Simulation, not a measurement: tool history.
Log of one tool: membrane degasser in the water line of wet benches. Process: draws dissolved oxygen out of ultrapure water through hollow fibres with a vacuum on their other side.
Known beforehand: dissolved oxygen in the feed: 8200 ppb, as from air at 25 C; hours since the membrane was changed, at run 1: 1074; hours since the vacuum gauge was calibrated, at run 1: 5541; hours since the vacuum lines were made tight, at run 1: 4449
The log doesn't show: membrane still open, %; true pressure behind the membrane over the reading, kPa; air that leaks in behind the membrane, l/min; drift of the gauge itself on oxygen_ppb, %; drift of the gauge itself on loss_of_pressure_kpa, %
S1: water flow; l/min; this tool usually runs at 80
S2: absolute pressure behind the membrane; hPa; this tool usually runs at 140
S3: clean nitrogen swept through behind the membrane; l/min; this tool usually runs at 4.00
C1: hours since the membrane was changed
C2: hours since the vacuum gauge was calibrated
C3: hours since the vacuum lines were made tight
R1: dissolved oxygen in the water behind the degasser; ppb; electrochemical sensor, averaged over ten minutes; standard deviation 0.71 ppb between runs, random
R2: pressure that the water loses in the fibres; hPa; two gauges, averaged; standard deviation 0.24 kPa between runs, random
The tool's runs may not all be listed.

{"run": 1, "day": 0.0, "S1": 80, "S2": 140, "S3": 4.0, "C1": 1074, "C2": 5541, "C3": 4449, "R1": 467.6, "R2": 632.1}
{"run": 2, "day": 1.479, "S1": 54, "S2": 140, "S3": 4.0, "C1": 1109, "C2": 5577, "C3": 4484, "R1": 326.7, "R2": 428.0}
{"run": 3, "day": 4.775, "S1": 80, "S2": 140, "S3": 4.0, "C1": 1188, "C2": 5656, "C3": 4564, "R1": 468.6, "R2": 629.9}
{"day": 5.438, "done": "vacuum gauge calibrated"}
{"run": 4, "day": 7.217, "S1": 80, "S2": 140, "S3": 4.0, "C1": 1246, "C2": 43, "C3": 4622, "R1": 467.0, "R2": 629.2}
{"run": 5, "day": 10.35, "S1": 80, "S2": 140, "S3": 4.0, "C1": 1322, "C2": 118, "C3": 4697, "R1": 469.0, "R2": 630.1}
{"run": 6, "day": 13.629, "S1": 80, "S2": 140, "S3": 4.0, "C1": 1400, "C2": 197, "C3": 4775, "R1": 468.2, "R2": 630.4}
{"run": 7, "day": 16.992, "S1": 80, "S2": 140, "S3": 4.0, "C1": 1481, "C2": 277, "C3": 4856, "R1": 467.1, "R2": 629.2}
{"run": 8, "day": 18.404, "S1": 80, "S2": 140, "S3": 4.0, "C1": 1515, "C2": 311, "C3": 4890, "R1": 469.2, "R2": 631.2}
{"run": 9, "day": 21.408, "S1": 80, "S2": 292, "S3": 4.0, "C1": 1587, "C2": 383, "C3": 4962, "R1": 1037.9, "R2": 631.0}
{"run": 10, "day": 22.917, "S1": 80, "S2": 292, "S3": 6.15, "C1": 1623, "C2": 419, "C3": 4998, "R1": 728.7, "R2": 629.6}
{"run": 11, "day": 25.058, "S1": 80, "S2": 292, "S3": 6.15, "C1": 1675, "C2": 471, "C3": 5050, "R1": 730.6, "R2": 629.2}
{"run": 12, "day": 27.75, "S1": 61, "S2": 140, "S3": 4.0, "C1": 1739, "C2": 535, "C3": 5114, "R1": 364.6, "R2": 481.3}
{"run": 13, "day": 29.638, "S1": 61, "S2": 140, "S3": 4.0, "C1": 1785, "C2": 581, "C3": 5160, "R1": 365.6, "R2": 479.8}
{"run": 14, "day": 31.221, "S1": 61, "S2": 140, "S3": 4.0, "C1": 1822, "C2": 619, "C3": 5198, "R1": 364.6, "R2": 478.1}
{"run": 15, "day": 34.612, "S1": 80, "S2": 243, "S3": 4.0, "C1": 1904, "C2": 700, "C3": 5279, "R1": 862.4, "R2": 632.3}
{"run": 16, "day": 36.542, "S1": 80, "S2": 243, "S3": 4.0, "C1": 1950, "C2": 746, "C3": 5325, "R1": 864.0, "R2": 628.2}
{"run": 17, "day": 38.492, "S1": 80, "S2": 243, "S3": 4.0, "C1": 1997, "C2": 793, "C3": 5372, "R1": 863.1, "R2": 632.4}
{"run": 18, "day": 41.025, "S1": 111, "S2": 153, "S3": 6.5, "C1": 2058, "C2": 854, "C3": 5433, "R1": 486.0, "R2": 875.3}
{"run": 19, "day": 42.467, "S1": 105, "S2": 140, "S3": 1.97, "C1": 2092, "C2": 889, "C3": 5468, "R1": 1010.9, "R2": 823.5}
{"run": 20, "day": 43.896, "S1": 105, "S2": 140, "S3": 1.97, "C1": 2127, "C2": 923, "C3": 5502, "R1": 1010.9, "R2": 829.6}
{"run": 21, "day": 46.083, "S1": 105, "S2": 140, "S3": 1.97, "C1": 2179, "C2": 975, "C3": 5554, "R1": 1012.2, "R2": 826.3}
{"run": 22, "day": 49.029, "S1": 105, "S2": 140, "S3": 1.97, "C1": 2250, "C2": 1046, "C3": 5625, "R1": 1010.2, "R2": 827.7}
{"run": 23, "day": 51.404, "S1": 59, "S2": 152, "S3": 7.09, "C1": 2307, "C2": 1103, "C3": 5682, "R1": 233.9, "R2": 464.2}
{"run": 24, "day": 53.992, "S1": 77, "S2": 209, "S3": 4.0, "C1": 2369, "C2": 1165, "C3": 5744, "R1": 711.9, "R2": 608.0}
{"run": 25, "day": 56.392, "S1": 77, "S2": 209, "S3": 4.0, "C1": 2427, "C2": 1223, "C3": 5802, "R1": 711.6, "R2": 607.2}
{"run": 26, "day": 58.417, "S1": 56, "S2": 145, "S3": 7.03, "C1": 2475, "C2": 1271, "C3": 5850, "R1": 211.1, "R2": 441.9}
{"run": 27, "day": 61.167, "S1": 111, "S2": 145, "S3": 7.03, "C1": 2541, "C2": 1337, "C3": 5916, "R1": 430.2, "R2": 873.0}
{"run": 28, "day": 64.492, "S1": 51, "S2": 140, "S3": 3.65, "C1": 2621, "C2": 1417, "C3": 5996, "R1": 337.6, "R2": 402.3}
{"run": 29, "day": 65.958, "S1": 48, "S2": 140, "S3": 5.46, "C1": 2656, "C2": 1452, "C3": 6031, "R1": 221.6, "R2": 378.9}
{"run": 30, "day": 68.962, "S1": 56, "S2": 110, "S3": 5.28, "C1": 2728, "C2": 1525, "C3": 6104, "R1": 192.1, "R2": 441.8}
{"run": 31, "day": 72.125, "S1": 56, "S2": 110, "S3": 5.28, "C1": 2804, "C2": 1600, "C3": 6179, "R1": 191.8, "R2": 441.3}
{"run": 32, "day": 75.125, "S1": 56, "S2": 110, "S3": 5.28, "C1": 2876, "C2": 1672, "C3": 6251, "R1": 191.8, "R2": 444.3}
{"run": 33, "day": 78.4, "S1": 80, "S2": 245, "S3": 4.0, "C1": 2955, "C2": 1751, "C3": 6330, "R1": 870.3, "R2": 630.0}

For each entry between runs, how does the tool's hidden state at the last listed run before it compare with that at the first listed run after it?
After run 3, before run 4: vacuum gauge calibrated (day 5.438)
  no hidden state differs between the two runs
